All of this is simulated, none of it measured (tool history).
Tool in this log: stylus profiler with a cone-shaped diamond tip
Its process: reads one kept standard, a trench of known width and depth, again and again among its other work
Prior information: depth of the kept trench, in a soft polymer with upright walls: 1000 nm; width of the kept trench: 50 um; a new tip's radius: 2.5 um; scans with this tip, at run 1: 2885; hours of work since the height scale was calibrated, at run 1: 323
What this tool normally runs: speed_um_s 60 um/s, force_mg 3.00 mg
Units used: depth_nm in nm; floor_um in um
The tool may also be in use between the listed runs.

run,hour,speed_um_s,force_mg,scans with this tip,hours of work since the height scale was calibrated,depth_nm,floor_um
1,0.0,60,3.00,2885,323,1005.57,45.37
2,21.9,60,3.00,2964,332,1005.06,45.38
3,34.0,60,3.00,3008,336,1004.80,45.39
4,53.5,60,3.60,3078,344,1005.92,45.34
5,68.8,60,3.00,3133,350,1004.89,45.36
6,83.2,33,2.48,3186,356,1004.05,45.53
7,104.5,73,1.43,3263,365,1002.16,45.08
8,117.7,25,4.21,3310,370,1006.48,45.59

For run 9, what comes out?
9,133.0,23,5.69,3366,376,?,?

depth_nm: 1008.14 nm
floor_um: 45.61 um
Had the tool carried no hidden state, the very same run would have given depth_nm 1009.85 nm, floor_um 45.91 um.
